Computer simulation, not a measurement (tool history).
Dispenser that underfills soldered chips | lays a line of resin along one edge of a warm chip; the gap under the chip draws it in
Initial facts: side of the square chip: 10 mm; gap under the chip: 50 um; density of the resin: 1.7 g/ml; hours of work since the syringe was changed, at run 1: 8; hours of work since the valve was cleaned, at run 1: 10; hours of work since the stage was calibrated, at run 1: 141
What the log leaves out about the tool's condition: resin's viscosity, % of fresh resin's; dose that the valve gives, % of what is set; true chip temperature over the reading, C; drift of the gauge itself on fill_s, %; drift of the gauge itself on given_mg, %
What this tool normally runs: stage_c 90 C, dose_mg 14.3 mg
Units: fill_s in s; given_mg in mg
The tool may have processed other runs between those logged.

run	hour	stage_c	dose_mg	hours of work since the syringe was changed	hours of work since the valve was cleaned	hours of work since the stage was calibrated	fill_s	given_mg
1	0	90	14.3	8	10	141	77.1	14.2
2	3.3	90	14.3	10	12	143	88.8	14.19
# hour 3.9: new syringe of resin
3	7.2	90	14.3	2	15	146	55.9	14.01
4	13	90	12.5	6	18	149	70.6	12.26
5	17.1	90	15.3	9	21	152	80.2	14.86
# hour 19.5: new syringe of resin
6	20.8	90	15.3	1	23	154	51.6	14.97
7	25.4	90	15.3	4	26	157	63.7	14.85
8	29.5	90	15.3	7	29	160	75	14.78

For run 9, what comes out?
9	32.1	75	17.2	8	31	162	?	?

For run 9 the tool returned fill_s 165.1 s, given_mg 16.7 mg.
Minus the tool's unlogged condition, the same run would have read fill_s 100.7 s, given_mg 17.24 mg.

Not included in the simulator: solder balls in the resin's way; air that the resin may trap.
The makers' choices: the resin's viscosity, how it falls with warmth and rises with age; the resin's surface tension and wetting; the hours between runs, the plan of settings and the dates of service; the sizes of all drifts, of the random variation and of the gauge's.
